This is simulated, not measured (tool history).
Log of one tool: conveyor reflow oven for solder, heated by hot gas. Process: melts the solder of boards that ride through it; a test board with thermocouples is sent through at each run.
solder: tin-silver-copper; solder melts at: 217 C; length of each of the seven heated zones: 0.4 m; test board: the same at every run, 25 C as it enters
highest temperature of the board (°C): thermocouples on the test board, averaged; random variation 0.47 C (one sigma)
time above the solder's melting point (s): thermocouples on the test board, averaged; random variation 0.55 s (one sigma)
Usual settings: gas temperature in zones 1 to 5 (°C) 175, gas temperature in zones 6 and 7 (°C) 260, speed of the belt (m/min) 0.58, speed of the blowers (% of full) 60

run	day	gas temperature in zones 1 to 5 (°C)	gas temperature in zones 6 and 7 (°C)	speed of the belt (m/min)	speed of the blowers (% of full)	highest temperature of the board (°C)	time above the solder's melting point (s)
1	0	175	260	0.58	60	244.7	56.4
2	0.875	175	260	0.58	60	245.2	55.6
3	1.85	175	260	0.58	60	244.9	55.9
4	2.842	175	260	0.58	60	245	56.5
5	3.6	182	260	0.58	60	245.7	61.5
6	4.121	182	260	0.58	60	246.4	59.5
7	4.717	166	260	0.58	60	243.3	51.4
8	5.621	166	260	0.58	60	243.8	50.5
9	6.467	175	265	0.58	60	250	59.5
10	7.121	175	255	0.58	60	240.5	51.7
11	7.75	175	255	0.58	60	240.7	50.9
12	8.296	175	255	0.58	60	240.5	51.2
# day 8.85: flux residue cleaned out of gas plates and filters
13	8.946	175	260	0.675	60	240.2	41.3
14	9.496	175	251	0.58	54	235	45.1
15	10.05	169	270	0.58	55	251.2	59.5
16	10.842	181	264	0.526	55	250.4	70.9
17	11.621	175	260	0.558	60	245.8	60.4
18	12.588	168	261	0.571	61	245.2	55.1
19	13.538	175	267	0.58	60	250.7	61.3
20	14.554	187	260	0.654	60	244	52.7
21	15.167	175	260	0.695	56	238.1	38
22	15.904	173	260	0.58	60	243.8	55.5
23	16.538	180	260	0.556	60	247.4	63.7
24	17.6	180	260	0.556	60	247.1	63.7
25	18.338	175	271	0.614	70	254.7	60.3
26	19.154	184	266	0.466	61	256.9	87.8

Forecast each of these 4 alternatives for the next run:
A	19.896	175	267	0.58	60	?	?
B	19.896	184	266	0.614	61	?	?
C	19.896	175	251	0.58	60	?	?
D	19.896	184	266	0.67	67	?	?

run	highest temperature of the board (°C)	time above the solder's melting point (s)
A	251.3	61.1
B	250.3	60.9
C	236.8	47.5
D	248.4	54.2
Without the tool's hidden state the same runs would have given:
run	highest temperature of the board (°C)	time above the solder's melting point (s)
A	251.4	61.1
B	250.3	60.9
C	236.8	47.6
D	248.4	54.2
